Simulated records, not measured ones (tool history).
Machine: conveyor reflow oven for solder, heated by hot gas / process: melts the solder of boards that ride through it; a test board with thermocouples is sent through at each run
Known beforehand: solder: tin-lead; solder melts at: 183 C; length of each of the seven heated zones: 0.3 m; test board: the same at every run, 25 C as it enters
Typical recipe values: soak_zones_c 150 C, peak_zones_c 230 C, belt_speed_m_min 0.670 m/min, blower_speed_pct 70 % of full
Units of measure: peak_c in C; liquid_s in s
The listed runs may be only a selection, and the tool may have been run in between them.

| run | hour | soak_zones_c | peak_zones_c | belt_speed_m_min | blower_speed_pct | peak_c | liquid_s |
|---|---|---|---|---|---|---|---|
| 1 | 0.0 | 150 | 230 | 0.670 | 70 | 208.6 | 38.1 |
| 2 | 55.3 | 150 | 230 | 0.670 | 70 | 208.7 | 37.9 |
| 3 | 116.4 | 150 | 230 | 0.670 | 70 | 207.8 | 37.8 |
| 4 | 144.5 | 150 | 230 | 0.670 | 70 | 208.4 | 37.4 |
| 5 | 186.1 | 150 | 230 | 0.670 | 70 | 210.2 | 39.4 |
| 6 | 243.7 | 150 | 230 | 0.670 | 70 | 210.1 | 39.1 |
| 7 | 284.2 | 150 | 230 | 0.771 | 70 | 204.5 | 29.3 |
| 8 | 354.8 | 150 | 230 | 0.699 | 70 | 207.1 | 33.8 |
| 9 | 422.1 | 150 | 230 | 0.670 | 70 | 208.3 | 36.5 |
| 10 | 492.0 | 150 | 230 | 0.637 | 70 | 209.3 | 39.7 |
| 11 | 556.6 | 150 | 230 | 0.670 | 71 | 207.5 | 36.3 |
| 12 | 606.8 | 150 | 230 | 0.670 | 71 | 207.7 | 36.2 |
| 13 | 666.2 | 150 | 230 | 0.670 | 71 | 208.0 | 35.7 |
| 14 | 709.5 | 150 | 230 | 0.670 | 71 | 210.6 | 38.8 |
| 15 | 744.1 | 150 | 230 | 0.670 | 71 | 210.4 | 38.8 |
| 16 | 811.9 | 150 | 230 | 0.670 | 71 | 209.8 | 38.7 |
| 17 | 855.5 | 139 | 230 | 0.681 | 60 | 201.9 | 27.5 |
| 18 | 912.0 | 150 | 229 | 0.622 | 70 | 211.1 | 42.9 |
| 19 | 956.8 | 150 | 223 | 0.622 | 70 | 205.6 | 38.1 |
| 20 | 1015.8 | 138 | 223 | 0.622 | 67 | 202.0 | 30.9 |
| 21 | 1052.3 | 138 | 234 | 0.707 | 82 | 211.4 | 34.5 |
| 22 | 1117.8 | 146 | 231 | 0.707 | 82 | 209.8 | 35.2 |
| 23 | 1160.1 | 146 | 231 | 0.707 | 82 | 209.7 | 35.6 |
| 24 | 1218.0 | 150 | 230 | 0.728 | 70 | 205.1 | 30.9 |
| 25 | 1262.3 | 158 | 230 | 0.594 | 70 | 213.7 | 49.9 |
| 26 | 1317.1 | 158 | 226 | 0.706 | 70 | 205.0 | 35.2 |
| 27 | 1346.7 | 162 | 221 | 0.670 | 59 | 200.6 | 33.1 |
| 28 | 1376.2 | 150 | 243 | 0.796 | 88 | 216.2 | 35.8 |
| 29 | 1439.1 | 150 | 243 | 0.796 | 88 | 216.0 | 35.2 |
| 30 | 1474.1 | 150 | 243 | 0.796 | 88 | 220.0 | 37.8 |
| 31 | 1541.5 | 136 | 243 | 0.569 | 64 | 220.4 | 48.5 |

Between the runs listed above, the log contained 4 entries, not reproduced here. Where in the sequence does each belong, and how does what the log doesn't record of the tool's condition differ from the listed run before to the listed run after?
Run 4 -> run 5: thermocouples of zones 6 and 7 changed (hour 168.0)
  heat that the gas passes to the board, % of a clean oven's: 95.5 -> 95; belt's true speed, % of the reading: 97.34 -> 97.29; true gas temperature in zones 6 and 7 over the reading, C: -2.79 -> 0.31
  measured minus no-state result, peak_c: -2.5 -> -0.2 C; liquid_s: -0.8 -> +0.8 s
Run 7 -> run 8: belt drive overhauled, speed set with a stopwatch (hour 346.5)
  heat that the gas passes to the board, % of a clean oven's: 93.7 -> 92.8; belt's true speed, % of the reading: 97.19 -> 99.85; true gas temperature in zones 6 and 7 over the reading, C: 0.18 -> 0.11
  measured minus no-state result, peak_c: -0.8 -> -2.1 C; liquid_s: +0.0 -> -1.8 s
Run 13 -> run 14: flux residue cleaned out of gas plates and filters (hour 681.1)
  heat that the gas passes to the board, % of a clean oven's: 88.5 -> 99.1; belt's true speed, % of the reading: 99.5 -> 99.45; true gas temperature in zones 6 and 7 over the reading, C: -0.27 -> -0.32
  measured minus no-state result, peak_c: -3.5 -> -0.4 C; liquid_s: -2.9 -> +0.0 s
Run 29 -> run 30: flux residue cleaned out of gas plates and filters (hour 1472.2)
  heat that the gas passes to the board, % of a clean oven's: 89.1 -> 99.2; belt's true speed, % of the reading: 98.62 -> 98.58; true gas temperature in zones 6 and 7 over the reading, C: -1.19 -> -1.23
  measured minus no-state result, peak_c: -4.7 -> -0.7 C; liquid_s: -2.1 -> +0.2 s
